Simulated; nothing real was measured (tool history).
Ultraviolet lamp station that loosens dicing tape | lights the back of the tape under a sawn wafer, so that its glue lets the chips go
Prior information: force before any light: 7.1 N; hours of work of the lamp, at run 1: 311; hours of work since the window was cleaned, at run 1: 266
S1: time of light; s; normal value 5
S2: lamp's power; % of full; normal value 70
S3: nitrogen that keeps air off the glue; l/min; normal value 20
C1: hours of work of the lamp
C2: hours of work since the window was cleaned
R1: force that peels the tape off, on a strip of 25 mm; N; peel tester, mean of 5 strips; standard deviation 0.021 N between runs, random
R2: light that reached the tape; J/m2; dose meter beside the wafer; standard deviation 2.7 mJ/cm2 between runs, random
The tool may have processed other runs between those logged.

run   hour  S1  S2  S3   C1   C2     R1    R2
  1      0   5  70  20  311  266  1.246  3200
  2   12.1   5  70  20  319  275  1.264  3160
  3     19   5  70  20  324  279   1.23  3140
  4   27.5   5  70  20  330  285  1.296  3150
  5   33.9   5  70  20  334  289  1.267  3080
  6   40.9   5  70   8  339  294  1.687  3130
  7     47   5  70   8  343  298  1.751  3120
  8   53.1   5  70   8  347  302    1.8  3090
  9   59.4   5  70   8  351  307  1.769  3090
 10   65.7   5  70   8  355  311  1.788  3130
 11   70.8   5  70   8  359  314  1.725  3090
 12   80.5   5  70  20  365  321  1.317  3020
 13     90   5  79  20  372  327  1.025  3440
 14  101.2   5  79  20  379  335  1.055  3460
 15  109.2   5  79  20  385  340  1.059  3440
 16  120.8   5  79  20  393  348  1.079  3440
 17  127.4   5  79  20  397  353  1.092  3420
 18    137   5  79  20  404  359  1.101  3450
 19  142.1   5  79  20  407  363  1.103  3430
 20    151   5  79  20  413  369  1.087  3400
 21    162   5  70  20  421  376  1.298  3020
 22  171.2   7  72  27  427  382  0.597  4350
 23    178   6  95  27  431  387  0.451  4910
 24  188.7   4  87  10  439  394  1.758  2990
 25  195.3   9  67   8  443  399  0.729  5170
     205.1  -- window cleaned of glue's vapour
 26  205.7   5  82   7  450    0  1.275  3910
 27  215.1   5  82   7  456    7  1.325  3870
 28  221.9   5  85  36  461   11  0.631  4010
 29    232   3  75  36  468   18  1.881  2110
 30  241.1   4  75  13  474   24  1.634  2850
 31  251.1   4  75  13  481   31   1.72  2820
 32  262.2   5  82  20  488   39  0.886  3830
 33  269.5   5  77  11  493   44  1.223  3660
 34  274.9   2  88  29  497   47  2.741  1610
 35  286.9   4  81   7  505   55  1.918  3040
 36  294.5   4  81  26  510   61  1.209  3030
 37  299.9   4  81  26  514   64  1.247  3010
 38  310.1   5  81   8  521   71  1.346  3750
 39  319.9   5  74  20  527   78  1.111  3380
 40  331.1   5  74  20  535   85  1.117  3390
 41  339.6   5  80  16  541   91   1.03  3700

Forecast each of these 5 alternatives for the next run:
  A  344.9   3  70   6  544  95   ?   ?
  B  344.9   5  80  33  544  95   ?   ?
  C  344.9   5  70  27  544  95   ?   ?
  D  344.9   3  84  19  544  95   ?   ?
  E  344.9   5  77  37  544  95   ?   ?

run     R1    R2
  A  3.086  1920
  B  0.781  3650
  C  1.095  3240
  D  2.046  2270
  E  0.832  3540
Take away the tool's hidden state, keep each run's random variation, and the runs would have read:
run     R1    R2
  A  2.812  2150
  B  0.618  4070
  C  0.889  3610
  D  1.772  2540
  E   0.66  3950
